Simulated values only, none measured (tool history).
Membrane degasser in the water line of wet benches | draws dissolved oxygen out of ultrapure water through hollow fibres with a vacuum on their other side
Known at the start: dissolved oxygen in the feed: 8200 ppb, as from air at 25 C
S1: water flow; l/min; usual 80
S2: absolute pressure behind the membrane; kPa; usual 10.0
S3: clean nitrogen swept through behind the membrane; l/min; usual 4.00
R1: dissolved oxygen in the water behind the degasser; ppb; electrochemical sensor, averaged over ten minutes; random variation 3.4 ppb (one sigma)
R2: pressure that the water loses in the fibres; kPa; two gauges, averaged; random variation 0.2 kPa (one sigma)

{"run": 1, "day": 0.0, "S1": 80, "S2": 10.0, "S3": 4.0, "R1": 341.7, "R2": 46.38}
{"run": 2, "day": 3.5, "S1": 80, "S2": 10.0, "S3": 4.0, "R1": 336.2, "R2": 46.61}
{"run": 3, "day": 6.192, "S1": 80, "S2": 10.0, "S3": 4.0, "R1": 343.6, "R2": 46.4}
{"run": 4, "day": 8.021, "S1": 80, "S2": 10.0, "S3": 4.0, "R1": 345.4, "R2": 46.76}
{"run": 5, "day": 10.471, "S1": 80, "S2": 6.3, "S3": 4.0, "R1": 188.0, "R2": 46.6}
{"run": 6, "day": 12.033, "S1": 80, "S2": 6.3, "S3": 4.0, "R1": 187.4, "R2": 46.15}
{"run": 7, "day": 14.775, "S1": 80, "S2": 10.0, "S3": 4.0, "R1": 347.1, "R2": 46.97}
{"run": 8, "day": 16.679, "S1": 80, "S2": 10.0, "S3": 4.0, "R1": 343.4, "R2": 46.47}
{"run": 9, "day": 19.846, "S1": 80, "S2": 10.0, "S3": 4.0, "R1": 345.6, "R2": 46.75}
{"run": 10, "day": 23.258, "S1": 80, "S2": 10.0, "S3": 4.0, "R1": 337.5, "R2": 46.42}
{"run": 11, "day": 25.942, "S1": 80, "S2": 10.0, "S3": 4.0, "R1": 348.6, "R2": 46.6}
{"run": 12, "day": 27.833, "S1": 80, "S2": 10.0, "S3": 4.0, "R1": 342.8, "R2": 46.53}
{"run": 13, "day": 29.783, "S1": 80, "S2": 10.0, "S3": 4.0, "R1": 348.1, "R2": 46.46}
{"run": 14, "day": 32.858, "S1": 80, "S2": 10.0, "S3": 4.0, "R1": 338.1, "R2": 46.77}
{"run": 15, "day": 35.042, "S1": 80, "S2": 10.0, "S3": 4.0, "R1": 343.4, "R2": 46.69}
{"run": 16, "day": 38.329, "S1": 80, "S2": 10.0, "S3": 4.0, "R1": 344.3, "R2": 46.82}
{"run": 17, "day": 41.083, "S1": 80, "S2": 10.0, "S3": 4.0, "R1": 344.4, "R2": 46.61}
{"run": 18, "day": 44.504, "S1": 116, "S2": 10.0, "S3": 7.63, "R1": 387.9, "R2": 67.84}
{"run": 19, "day": 46.921, "S1": 116, "S2": 10.0, "S3": 7.63, "R1": 388.1, "R2": 67.71}
{"run": 20, "day": 48.512, "S1": 116, "S2": 10.0, "S3": 1.61, "R1": 920.7, "R2": 67.55}
{"run": 21, "day": 50.792, "S1": 80, "S2": 22.1, "S3": 5.76, "R1": 609.5, "R2": 46.58}
{"run": 22, "day": 53.429, "S1": 63, "S2": 7.0, "S3": 2.71, "R1": 212.7, "R2": 36.94}
{"run": 23, "day": 56.304, "S1": 89, "S2": 10.1, "S3": 1.73, "R1": 708.7, "R2": 52.3}
{"run": 24, "day": 58.488, "S1": 56, "S2": 17.4, "S3": 10.63, "R1": 191.9, "R2": 32.87}
{"run": 25, "day": 60.438, "S1": 56, "S2": 17.4, "S3": 10.63, "R1": 190.3, "R2": 32.56}
{"run": 26, "day": 62.579, "S1": 56, "S2": 8.8, "S3": 6.23, "R1": 134.6, "R2": 32.54}
{"run": 27, "day": 65.475, "S1": 56, "S2": 8.8, "S3": 6.23, "R1": 133.9, "R2": 32.94}
{"run": 28, "day": 67.525, "S1": 80, "S2": 16.9, "S3": 6.98, "R1": 404.4, "R2": 46.79}
{"run": 29, "day": 70.579, "S1": 111, "S2": 20.9, "S3": 3.49, "R1": 1180.0, "R2": 64.89}
{"run": 30, "day": 72.542, "S1": 97, "S2": 10.4, "S3": 4.0, "R1": 457.8, "R2": 57.09}
{"run": 31, "day": 74.375, "S1": 106, "S2": 16.3, "S3": 4.0, "R1": 805.6, "R2": 62.28}
{"run": 32, "day": 76.062, "S1": 72, "S2": 12.3, "S3": 4.0, "R1": 393.3, "R2": 41.8}
{"run": 33, "day": 77.817, "S1": 80, "S2": 15.4, "S3": 1.73, "R1": 1034.7, "R2": 46.69}

Measured less the same run without the tool's hidden state. The same run-to-run variation is in both; the gauge's scatter may not be:
The hidden state here: membrane still open, %; true pressure behind the membrane over the reading, kPa; air that leaks in behind the membrane, l/min; drift of the gauge itself on oxygen_ppb, %; drift of the gauge itself on loss_of_pressure_kpa, %.
run=1 R1=+4.0 R2=+0.39
run=2 R1=+4.1 R2=+0.41
run=3 R1=+4.3 R2=+0.43
run=4 R1=+4.4 R2=+0.44
run=5 R1=+4.4 R2=+0.45
run=6 R1=+4.5 R2=+0.45
run=7 R1=+4.8 R2=+0.48
run=8 R1=+4.7 R2=+0.48
run=9 R1=+4.9 R2=+0.51
run=10 R1=+4.9 R2=+0.52
run=11 R1=+5.2 R2=+0.54
run=12 R1=+5.2 R2=+0.56
run=13 R1=+5.4 R2=+0.57
run=14 R1=+5.4 R2=+0.58
run=15 R1=+5.5 R2=+0.59
run=16 R1=+5.6 R2=+0.61
run=17 R1=+5.8 R2=+0.63
run=18 R1=+10.2 R2=+0.94
run=19 R1=+10.5 R2=+0.96
run=20 R1=+12.5 R2=+0.97
run=21 R1=+5.9 R2=+0.68
run=22 R1=+4.7 R2=+0.55
run=23 R1=+9.3 R2=+0.79
run=24 R1=+2.6 R2=+0.51
run=25 R1=+2.6 R2=+0.51
run=26 R1=+2.9 R2=+0.52
run=27 R1=+3.0 R2=+0.53
run=28 R1=+6.2 R2=+0.77
run=29 R1=+11.7 R2=+1.10
run=30 R1=+10.1 R2=+0.98
run=31 R1=+11.4 R2=+1.08
run=32 R1=+6.2 R2=+0.74
run=33 R1=+8.4 R2=+0.83

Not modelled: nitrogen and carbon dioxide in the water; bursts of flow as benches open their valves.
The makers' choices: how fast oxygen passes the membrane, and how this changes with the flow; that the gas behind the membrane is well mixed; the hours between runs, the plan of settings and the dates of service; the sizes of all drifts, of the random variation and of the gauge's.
